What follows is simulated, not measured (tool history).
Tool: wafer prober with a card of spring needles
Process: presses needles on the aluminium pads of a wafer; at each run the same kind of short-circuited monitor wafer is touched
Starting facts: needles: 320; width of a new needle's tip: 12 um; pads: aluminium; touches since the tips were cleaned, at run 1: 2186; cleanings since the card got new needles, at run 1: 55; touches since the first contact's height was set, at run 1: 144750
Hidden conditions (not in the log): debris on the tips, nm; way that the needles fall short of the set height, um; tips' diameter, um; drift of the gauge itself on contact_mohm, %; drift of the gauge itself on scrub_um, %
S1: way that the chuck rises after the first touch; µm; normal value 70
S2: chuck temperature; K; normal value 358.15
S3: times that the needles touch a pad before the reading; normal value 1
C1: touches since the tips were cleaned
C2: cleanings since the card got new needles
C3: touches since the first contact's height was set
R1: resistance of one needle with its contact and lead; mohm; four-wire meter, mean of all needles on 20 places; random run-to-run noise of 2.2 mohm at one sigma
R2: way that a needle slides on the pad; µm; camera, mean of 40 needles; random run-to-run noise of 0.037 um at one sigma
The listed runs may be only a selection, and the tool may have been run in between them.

Run 1, hour 0: usual settings; C1 2186; C2 55; C3 144750. Result: R1 266 mohm, R2 15.19 µm.
At hour 6.2: tips cleaned on abrasive film.
At hour 17.3: tips cleaned on abrasive film.
Run 2, hour 20.8: usual settings; C1 1434; C2 57; C3 153113. Result: R1 258 mohm, R2 15.12 µm.
At hour 22.8: height of the first contact set anew.
At hour 29.7: tips cleaned on abrasive film.
Run 3, hour 39.1: usual settings but S1 79 µm; C1 3835; C2 58; C3 6582. Result: R1 269 mohm, R2 17.56 µm.
At hour 40.9: tips cleaned on abrasive film.
Run 4, hour 49.7: usual settings but S1 79 µm; C1 3572; C2 59; C3 10832. Result: R1 271 mohm, R2 17.5 µm.
At hour 52.4: tips cleaned on abrasive film.
At hour 65.5: tips cleaned on abrasive film.
Run 5, hour 72.1: usual settings but S1 79 µm; C1 2685; C2 61; C3 19842. Result: R1 267 mohm, R2 17.56 µm.
At hour 77.5: tips cleaned on abrasive film.
At hour 89.4: tips cleaned on abrasive film.
Run 6, hour 93.4: usual settings but S1 79 µm; C1 1613; C2 63; C3 28413. Result: R1 263 mohm, R2 17.48 µm.
At hour 100.7: tips cleaned on abrasive film.
Run 7, hour 105.8: usual settings but S1 79 µm; C1 2064; C2 64; C3 33412. Result: R1 264 mohm, R2 17.51 µm.
At hour 111.9: tips cleaned on abrasive film.
At hour 123.4: tips cleaned on abrasive film.
Run 8, hour 130.6: usual settings but S1 79 µm; C1 2937; C2 66; C3 43399. Result: R1 266 mohm, R2 17.42 µm.
At hour 135.5: tips cleaned on abrasive film.
At hour 147: tips cleaned on abrasive film.
Run 9, hour 154.8: usual settings but S1 72 µm, S2 371.15 K; C1 3181; C2 68; C3 53138. Result: R1 274 mohm, R2 15.91 µm.
At hour 159: tips cleaned on abrasive film.
At hour 171.4: tips cleaned on abrasive film.
Run 10, hour 175.4: usual settings but S1 72 µm, S2 371.15 K; C1 1636; C2 70; C3 61425. Result: R1 267 mohm, R2 15.81 µm.

Consider 4 possible next runs. They are alternatives, not a sequence: every one starts from the tool as it was left by run 10. What does each give?
At hour 183.6: tips cleaned on abrasive film.
At hour 196.2: tips cleaned on abrasive film.
Run A, hour 196.9: usual settings but S3 2; C1 270; C2 72; C3 70066. Result: R1 ?, R2 ?.
At hour 183.6: tips cleaned on abrasive film.
At hour 196.2: tips cleaned on abrasive film.
Run B, hour 196.9: usual settings but S1 78 µm, S2 316.15 K; C1 270; C2 72; C3 70066. Result: R1 ?, R2 ?.
At hour 183.6: tips cleaned on abrasive film.
At hour 196.2: tips cleaned on abrasive film.
Run C, hour 196.9: usual settings but S1 81 µm, S2 299.15 K, S3 2; C1 270; C2 72; C3 70066. Result: R1 ?, R2 ?.
At hour 183.6: tips cleaned on abrasive film.
At hour 196.2: tips cleaned on abrasive film.
Run D, hour 196.9: usual settings but S1 61 µm, S2 380.15 K, S3 2; C1 270; C2 72; C3 70066. Result: R1 ?, R2 ?.

run   R1     R2
  A  254  15.31
  B  235  17.12
  C  233  17.83
  D  259  13.34
Without the tool's hidden state the same runs would have given:
run   R1     R2
  A  252  15.59
  B  232  17.39
  C  231   18.1
  D  256  13.61
